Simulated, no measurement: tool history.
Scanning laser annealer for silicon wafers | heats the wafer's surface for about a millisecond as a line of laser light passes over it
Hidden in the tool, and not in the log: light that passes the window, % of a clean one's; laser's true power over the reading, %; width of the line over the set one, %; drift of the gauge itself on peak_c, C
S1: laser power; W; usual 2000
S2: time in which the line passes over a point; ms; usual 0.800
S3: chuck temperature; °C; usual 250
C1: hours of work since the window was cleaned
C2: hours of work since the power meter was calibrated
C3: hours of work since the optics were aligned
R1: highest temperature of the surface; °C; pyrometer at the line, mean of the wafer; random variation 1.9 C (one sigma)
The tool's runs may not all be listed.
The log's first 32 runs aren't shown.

run,day,S1,S2,S3,C1,C2,C3,R1
33,19.404,1709,0.759,276,133,653,632,919
34,19.954,1957,0.621,236,140,660,640,932
35,20.588,1816,0.565,254,149,669,648,858
36,21.458,1843,0.980,278,161,681,660,1078
37,21.838,1843,0.885,225,166,686,665,984
38,22.675,1954,0.641,247,177,697,677,946
39,23.279,1746,0.651,250,185,705,685,863
40,23.846,2167,0.845,239,193,713,692,1156
41,24.758,2003,0.828,233,205,725,705,1048
42,25.596,2003,0.828,233,217,736,716,1053

Forecast each of these 3 alternatives for the next run:
A,26.058,1919,0.877,233,223,743,722,?
B,26.058,1719,0.828,243,223,743,722,?
C,26.058,1830,0.800,250,223,743,722,?

run,R1
A,1026
B,914
C,963
Without the tool's hidden state the same runs would have given:
run,R1
A,1065
B,947
C,998

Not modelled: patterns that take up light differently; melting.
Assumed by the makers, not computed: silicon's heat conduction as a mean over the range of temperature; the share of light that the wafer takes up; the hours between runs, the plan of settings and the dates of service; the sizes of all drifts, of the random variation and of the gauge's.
